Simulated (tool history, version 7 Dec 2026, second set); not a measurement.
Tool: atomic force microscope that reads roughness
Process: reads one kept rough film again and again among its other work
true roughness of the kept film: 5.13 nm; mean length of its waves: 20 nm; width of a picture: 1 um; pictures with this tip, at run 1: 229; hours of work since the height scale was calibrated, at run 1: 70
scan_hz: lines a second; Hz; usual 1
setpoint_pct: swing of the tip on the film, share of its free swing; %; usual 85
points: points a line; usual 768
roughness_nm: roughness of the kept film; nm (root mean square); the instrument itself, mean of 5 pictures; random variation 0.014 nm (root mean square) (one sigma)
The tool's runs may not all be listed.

run   hour  scan_hz  setpoint_pct  points  pictures with this tip  hours of work since the height scale was calibrated  roughness_nm
  1      0        1            85     768                     229                                                   70         2.586
  2    7.9        1            85     768                     236                                                   74         2.563
  3   16.4        1            85     768                     244                                                   79         2.529
  4   26.9     0.96            85     768                     253                                                   85         2.545
  5   35.2        1            85     768                     260                                                   89         2.514
  6   39.9        1            85     433                     265                                                   92         2.473
  7   50.3        1            56     768                     274                                                   98          2.69
  8   56.1        1            70     638                     279                                                  101         2.588
        67  -- new tip fitted
  9   67.7        1            65     386                       0                                                  107         3.564
      69.6  -- height scale calibrated on a step standard
 10   79.6     3.75            65     530                      10                                                    6         3.194
 11   85.2     3.75            70     582                      15                                                    9         3.072
      93.7  -- height scale calibrated on a step standard, once more
 12   94.2     3.75            70     582                      22                                                    0         3.069
 13  104.1     0.56            83     581                      31                                                    6         3.403

5 ways to go on from here, each from the tool as it stands after run 13. What would each give?
  A  110.8     1.07            83     395                      37                                                    9             ?
  B  110.8     0.87            72     581                      37                                                    9             ?
  C  110.8     1.28            58     678                      37                                                    9             ?
  D  110.8     0.56            83     581                      37                                                    9             ?
  E  110.8        1            85     693                      37                                                    9             ?

run  roughness_nm
  A         3.179
  B         3.382
  C         3.455
  D         3.378
  E         3.238
Without the tool's hidden state the same runs would have given:
run  roughness_nm
  A         3.365
  B         3.579
  C         3.656
  D         3.574
  E         3.427
